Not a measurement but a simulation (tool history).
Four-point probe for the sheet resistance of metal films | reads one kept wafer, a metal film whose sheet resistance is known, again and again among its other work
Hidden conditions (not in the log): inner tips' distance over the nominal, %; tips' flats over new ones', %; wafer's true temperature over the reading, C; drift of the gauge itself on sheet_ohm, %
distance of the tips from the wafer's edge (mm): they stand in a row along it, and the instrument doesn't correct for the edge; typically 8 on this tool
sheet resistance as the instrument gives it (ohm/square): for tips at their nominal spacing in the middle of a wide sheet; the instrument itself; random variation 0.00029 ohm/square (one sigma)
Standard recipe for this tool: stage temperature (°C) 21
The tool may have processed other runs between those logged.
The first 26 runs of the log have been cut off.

run    hour  stage temperature (°C)  distance of the tips from the wafer's edge (mm)  touches since the probe head was changed  hours of work since the stage's thermometer was calibrated  sheet resistance as the instrument gives it (ohm/square)
 27  1124.8                      20                                               18                                     70079                                                         538                                                  1.463139
 28  1171.9                      19                                                8                                     71578                                                         574                                                  1.464642
 29  1214.0                      21                                                8                                     72922                                                         607                                                  1.466146
 30  1261.8                      30                                               17                                     74445                                                         643                                                  1.469472
 31  1322.7                      35                                               12                                     76387                                                         690                                                  1.472578
 32  1368.7                      33                                                8                                     77852                                                         725                                                  1.473428
 33  1416.7                      30                                               13                                     79383                                                         761                                                  1.469251
 34  1449.8                      29                                               58                                     80438                                                         787                                                  1.468027
 35  1502.7                      30                                               48                                     82122                                                         827                                                  1.468077
 36  1564.4                      30                                               17                                     84089                                                         874                                                  1.468667
 37  1609.8                      31                                                6                                     85537                                                         909                                                  1.473935
 38  1645.8                      31                                                6                                     86686                                                         936                                                  1.473381
 39  1676.0                      24                                               64                                     87646                                                         959                                                  1.464064

Alternative continuations, all from the tool just after run 39; predict every row:
  A  1702.6                      21                                               10                                     88495                                                         980                                                         ?
  B  1702.6                      24                                               43                                     88495                                                         980                                                         ?
  C  1702.6                      24                                               17                                     88495                                                         980                                                         ?

run  sheet resistance as the instrument gives it (ohm/square)
  A                                                  1.464120
  B                                                  1.463734
  C                                                  1.464911
The same runs, with their run-to-run variation unchanged, on a tool lacking any hidden condition would have given:
run  sheet resistance as the instrument gives it (ohm/square)
  A                                                  1.468437
  B                                                  1.468045
  C                                                  1.469225
